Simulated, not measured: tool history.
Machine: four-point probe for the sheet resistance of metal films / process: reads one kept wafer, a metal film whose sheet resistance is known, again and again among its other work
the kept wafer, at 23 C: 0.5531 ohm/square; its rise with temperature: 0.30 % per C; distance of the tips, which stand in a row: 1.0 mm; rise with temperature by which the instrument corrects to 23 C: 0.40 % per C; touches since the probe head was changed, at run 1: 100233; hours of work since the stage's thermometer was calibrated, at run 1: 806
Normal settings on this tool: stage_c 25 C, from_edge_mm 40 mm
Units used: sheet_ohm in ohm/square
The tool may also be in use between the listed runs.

| run | hour | stage_c | from_edge_mm | touches since the probe head was changed | hours of work since the stage's thermometer was calibrated | sheet_ohm |
|---|---|---|---|---|---|---|
| 1 | 0.0 | 25 | 40 | 100233 | 806 | 0.552148 |
| 2 | 38.7 | 33 | 40 | 101930 | 826 | 0.547689 |
| 3 | 76.6 | 25 | 40 | 103592 | 846 | 0.552076 |
| 4 | 125.6 | 25 | 64 | 105737 | 872 | 0.551795 |
| 5 | 153.3 | 24 | 40 | 106952 | 886 | 0.552776 |
| 6 | 190.0 | 28 | 40 | 108560 | 905 | 0.550367 |
| 7 | 212.7 | 25 | 22 | 109554 | 917 | 0.552652 |
| 8 | 260.2 | 25 | 6 | 111639 | 942 | 0.560135 |
| 9 | 289.5 | 25 | 6 | 112920 | 957 | 0.560266 |
| 10 | 317.2 | 25 | 6 | 114136 | 972 | 0.560217 |
| 11 | 352.0 | 25 | 6 | 115661 | 990 | 0.560039 |
| 12 | 384.6 | 29 | 6 | 117091 | 1007 | 0.557687 |
| 13 | 422.6 | 29 | 6 | 118756 | 1027 | 0.557869 |
| 14 | 457.3 | 29 | 6 | 120277 | 1045 | 0.557943 |
| 15 | 496.5 | 29 | 6 | 121993 | 1065 | 0.557900 |
| 16 | 521.5 | 29 | 9 | 123088 | 1078 | 0.553340 |
| 17 | 548.8 | 33 | 8 | 124287 | 1092 | 0.552164 |
| 18 | 602.7 | 33 | 8 | 126648 | 1120 | 0.552108 |
| 19 | 635.0 | 33 | 8 | 128066 | 1137 | 0.551949 |
| 20 | 663.4 | 28 | 60 | 129310 | 1152 | 0.550079 |
| 21 | 705.7 | 25 | 17 | 131162 | 1174 | 0.552933 |
| 22 | 733.0 | 30 | 21 | 132359 | 1188 | 0.549957 |
| 23 | 755.7 | 28 | 45 | 133357 | 1200 | 0.550395 |
| 24 | 802.8 | 21 | 16 | 135420 | 1225 | 0.555376 |
| 25 | 848.6 | 21 | 16 | 137426 | 1249 | 0.555419 |
| 26 | 870.5 | 21 | 16 | 138385 | 1260 | 0.555186 |
| 27 | 892.3 | 33 | 9 | 139341 | 1272 | 0.551360 |
| 28 | 917.2 | 26 | 7 | 140432 | 1285 | 0.557571 |
| 29 | 961.7 | 25 | 18 | 142382 | 1308 | 0.552722 |

What if the next run were any one of these 4? Each begins from the tool's condition after run 29:
| A | 988.3 | 23 | 40 | 143550 | 1322 | ? |
| B | 988.3 | 28 | 4 | 143550 | 1322 | ? |
| C | 988.3 | 25 | 57 | 143550 | 1322 | ? |
| D | 988.3 | 26 | 31 | 143550 | 1322 | ? |

| run | sheet_ohm |
|---|---|
| A | 0.553405 |
| B | 0.568179 |
| C | 0.551958 |
| D | 0.551677 |
What these runs would have given with no unlogged condition in the tool:
| run | sheet_ohm |
|---|---|
| A | 0.553434 |
| B | 0.568209 |
| C | 0.551987 |
| D | 0.551706 |
